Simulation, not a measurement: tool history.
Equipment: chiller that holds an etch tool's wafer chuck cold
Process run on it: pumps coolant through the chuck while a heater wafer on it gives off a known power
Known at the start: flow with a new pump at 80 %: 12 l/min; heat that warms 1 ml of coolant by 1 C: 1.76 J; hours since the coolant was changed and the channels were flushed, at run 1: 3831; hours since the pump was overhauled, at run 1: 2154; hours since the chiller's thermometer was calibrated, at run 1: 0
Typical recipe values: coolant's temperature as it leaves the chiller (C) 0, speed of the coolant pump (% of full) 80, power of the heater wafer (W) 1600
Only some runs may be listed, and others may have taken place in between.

run	hour	coolant's temperature as it leaves the chiller (C)	speed of the coolant pump (% of full)	power of the heater wafer (W)	hours since the coolant was changed and the channels were flushed	hours since the pump was overhauled	hours since the chiller's thermometer was calibrated	chuck's temperature once it has settled (C)	how much warmer the coolant comes back (C)
1	0.0	0	80	1600	3831	2154	0	11.3	4.74
2	32.6	0	80	1070	3864	2187	33	7.6	3.19
3	87.8	0	80	1045	3919	2242	88	7.3	3.12
4	142.5	0	80	1045	3974	2297	143	7.3	3.07
5	175.5	0	80	1565	4007	2330	176	11.1	4.68
6	203.4	0	80	1565	4035	2357	203	11.0	4.63
7	248.5	0	80	1565	4080	2403	249	10.9	4.64
8	275.2	0	80	1565	4106	2429	275	10.8	4.68
9	330.0	-9	80	1565	4161	2484	330	2.0	4.69
10	379.3	-9	80	1565	4210	2533	379	2.1	4.69
11	425.8	-9	80	1565	4257	2580	426	2.0	4.69
12	461.7	-9	80	1565	4293	2616	462	1.8	4.69
13	511.3	0	80	1600	4343	2665	511	11.1	4.81
14	554.0	0	80	1600	4385	2708	554	11.0	4.79
15	597.7	0	80	1672	4429	2752	598	11.8	4.98
16	655.2	0	80	1672	4486	2809	655	11.7	4.99
17	681.7	-8	69	909	4513	2836	682	-1.1	3.10
18	707.3	-8	79	909	4538	2861	707	-1.6	2.75
19	736.9	-8	79	909	4568	2891	737	-1.6	2.79
20	767.9	-8	79	909	4599	2922	768	-1.5	2.79
21	814.4	-5	73	1584	4646	2968	814	6.8	5.22
22	865.0	5	82	1093	4696	3019	865	12.6	3.20
23	908.3	0	68	1378	4740	3062	908	10.7	4.81
24	959.5	0	65	2320	4791	3114	960	18.7	8.55
25	1012.9	2	69	2320	4844	3167	1013	20.0	7.95
26	1051.2	2	69	2320	4882	3205	1051	20.0	8.07
27	1088.4	1	90	1423	4920	3242	1088	10.4	3.78
28	1137.5	1	90	1423	4969	3291	1137	10.3	3.89
29	1178.2	4	86	1088	5009	3332	1178	11.3	3.12
30	1233.4	4	86	1088	5065	3387	1233	11.2	3.06
31	1286.4	-5	86	1600	5118	3440	1286	5.8	4.54

Hidden state or all else? Some run-to-run changes of chuck's temperature once it has settled (C), split into what the settings, what came in and random variation would give without the hidden state, and what is left for the hidden state (with any gauge scatter that isn't in both results):
Hidden state at play: heat passed by the chuck's channels, % of clean ones'; flow at a given pump speed, % of a new pump's; coolant's true temperature over the reading, C; drift of the gauge itself on chuck_c, C; drift of the gauge itself on warmer_back_c, C.
Run 12 -> 13: coolant's temperature as it leaves the chiller (C) -9 -> 0, power of the heater wafer (W) 1565 -> 1600. chuck's temperature once it has settled (C) +9.3: hidden state +0.1, all else +9.2.
Run 16 -> 17: coolant's temperature as it leaves the chiller (C) 0 -> -8, speed of the coolant pump (% of full) 80 -> 69, power of the heater wafer (W) 1672 -> 909. chuck's temperature once it has settled (C) -12.8: hidden state -0.4, all else -12.4.
Run 23 -> 24: speed of the coolant pump (% of full) 68 -> 65, power of the heater wafer (W) 1378 -> 2320. chuck's temperature once it has settled (C) +8.0: hidden state +0.8, all else +7.2.
Run 26 -> 27: coolant's temperature as it leaves the chiller (C) 2 -> 1, speed of the coolant pump (% of full) 69 -> 90, power of the heater wafer (W) 2320 -> 1423. chuck's temperature once it has settled (C) -9.6: hidden state -0.9, all else -8.7.
